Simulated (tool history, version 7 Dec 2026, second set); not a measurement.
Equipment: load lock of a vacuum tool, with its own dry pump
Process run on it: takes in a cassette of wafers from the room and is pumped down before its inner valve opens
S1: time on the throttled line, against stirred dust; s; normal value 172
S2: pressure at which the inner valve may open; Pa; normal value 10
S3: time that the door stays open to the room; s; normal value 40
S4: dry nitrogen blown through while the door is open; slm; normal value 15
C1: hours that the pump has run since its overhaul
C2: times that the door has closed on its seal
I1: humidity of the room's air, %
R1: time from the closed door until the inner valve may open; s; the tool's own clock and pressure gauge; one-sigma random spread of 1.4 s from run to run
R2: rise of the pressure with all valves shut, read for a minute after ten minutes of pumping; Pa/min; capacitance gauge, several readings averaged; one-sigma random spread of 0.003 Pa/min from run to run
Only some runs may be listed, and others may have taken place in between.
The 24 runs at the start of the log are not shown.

run 25 day=241.088 | S1=145 S2=11 S3=187 S4=31 | C1=3626 C2=24040 | I1=43.9 | R1=202.7 R2=0.125
run 26 day=249.229 | S1=89 S2=19 S3=114 S4=5 | C1=3822 C2=24530 | I1=45.5 | R1=148.8 R2=0.149
run 27 day=260.783 | S1=89 S2=19 S3=114 S4=5 | C1=4099 C2=25226 | I1=45.9 | R1=150.7 R2=0.152
run 28 day=267.646 | S1=201 S2=10 S3=40 S4=15 | C1=4264 C2=25640 | I1=46.3 | R1=254.1 R2=0.136
run 29 day=276.708 | S1=177 S2=19 S3=167 S4=24 | C1=4481 C2=26186 | I1=46.7 | R1=228.1 R2=0.148
run 30 day=290.754 | S1=177 S2=19 S3=167 S4=24 | C1=4818 C2=27032 | I1=44.8 | R1=229.2 R2=0.151
run 31 day=297.996 | S1=325 S2=8 S3=50 S4=19 | C1=4992 C2=27468 | I1=43.3 | R1=360.2 R2=0.15
run 32 day=304.383 | S1=325 S2=8 S3=50 S4=19 | C1=5145 C2=27853 | I1=44.8 | R1=368.6 R2=0.157
run 33 day=318.529 | S1=172 S2=9 S3=40 S4=15 | C1=5485 C2=28705 | I1=43.7 | R1=231.9 R2=0.16
run 34 day=329.196 | S1=172 S2=9 S3=72 S4=35 | C1=5741 C2=29347 | I1=42.1 | R1=230.6 R2=0.161
run 35 day=341.821 | S1=119 S2=16 S3=150 S4=16 | C1=6044 C2=30108 | I1=45.7 | R1=183.1 R2=0.183
run 36 day=350.479 | S1=224 S2=9 S3=40 S4=15 | C1=6252 C2=30629 | I1=45.7 | R1=277 R2=0.175
run 37 day=360.971 | S1=224 S2=9 S3=40 S4=15 | C1=6503 C2=31261 | I1=46.5 | R1=279.2 R2=0.178

Forecast each of these 4 alternatives for the next run:
run A day=368.238 | S1=224 S2=14 S3=132 S4=36 | C1=6678 C2=31699 | I1=46.2 | R1=? R2=?
run B day=368.238 | S1=224 S2=11 S3=58 S4=15 | C1=6678 C2=31699 | I1=46.1 | R1=? R2=?
run C day=368.238 | S1=172 S2=11 S3=40 S4=15 | C1=6678 C2=31699 | I1=46.8 | R1=? R2=?
run D day=368.238 | S1=218 S2=11 S3=40 S4=15 | C1=6678 C2=31699 | I1=44 | R1=? R2=?

run=A R1=274.3 R2=0.185
run=B R1=277 R2=0.188
run=C R1=231.5 R2=0.182
run=D R1=275.5 R2=0.18
Without the tool's unlogged condition, the same runs would have read:
run=A R1=266.2 R2=0.009
run=B R1=268.4 R2=0.011
run=C R1=221.9 R2=0.007
run=D R1=266.7 R2=0.007
